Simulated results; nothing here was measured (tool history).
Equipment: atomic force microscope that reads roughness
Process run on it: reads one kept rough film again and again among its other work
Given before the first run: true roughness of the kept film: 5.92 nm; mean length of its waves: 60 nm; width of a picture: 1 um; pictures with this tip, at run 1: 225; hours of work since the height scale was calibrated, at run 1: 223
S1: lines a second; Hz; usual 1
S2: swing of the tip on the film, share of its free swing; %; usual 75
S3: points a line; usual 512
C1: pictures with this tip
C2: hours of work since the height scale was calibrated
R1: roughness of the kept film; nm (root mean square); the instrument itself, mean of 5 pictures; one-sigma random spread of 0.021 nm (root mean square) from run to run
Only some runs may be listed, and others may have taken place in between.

run   hour    S1  S2   S3   C1   C2     R1
  1      0     1  75  512  225  223  4.331
  2    6.3     1  75  512  231  226  4.288
  3   17.8     1  75  512  241  233  4.279
      25.2  -- new tip fitted
  4     30     1  75  512    4  239  5.205
  5   37.2     1  75  512   11  243  5.172
  6   48.3     1  75  512   21  250  5.113
  7     56     1  75  512   28  254    5.1
  8     61     1  75  512   32  257  5.105
  9     72     1  75  512   42  263  5.012
      73.7  -- height scale calibrated on a step standard
 10   78.6  0.97  75  512   47    3  5.031
 11   88.7  0.97  75  512   56    8  4.982
 12   97.7   1.1  75  512   64   13  4.924
 13    104   1.1  75  512   70   17  4.847
 14    110  2.44  69  554   75   20  4.653
 15  119.5  2.44  69  554   83   26  4.662
 16  127.5  1.09  57  474   91   30  4.968
     134.7  -- height scale calibrated on a step standard, once more
 17    137     1  70  569   98    1  4.842
 18  143.9  1.03  68  644  104    5  4.812
 19  151.7  0.52  68  644  111   10  4.874
 20  156.7     1  86  445  116   12  4.504
 21  164.3  1.18  74  377  123   17  4.639
 22  169.7     1  79  686  127   20  4.585
 23  181.5  0.87  60  295  138   26  4.734

Hidden state at the last listed run before each entry between runs and at the first one after, where it differs:
After run 3, before run 4: new tip fitted (hour 25.2)
  radius of the tip, nm: 47.1 -> 10.7
  what was measured, less what the result would be without the hidden state, R1: -0.955 -> -0.01 nm (root mean square)
After run 9, before run 10: height scale calibrated on a step standard (hour 73.7)
  radius of the tip, nm: 17 -> 17.8; height scale over the true one, %: 0.27 -> 0.38
  what was measured, less what the result would be without the hidden state, R1: -0.201 -> -0.219 nm (root mean square)
After run 16, before run 17: height scale calibrated on a step standard, once more (hour 134.7)
  radius of the tip, nm: 25 -> 26.1; height scale over the true one, %: 0.41 -> -0.01
  what was measured, less what the result would be without the hidden state, R1: -0.433 -> -0.477 nm (root mean square)
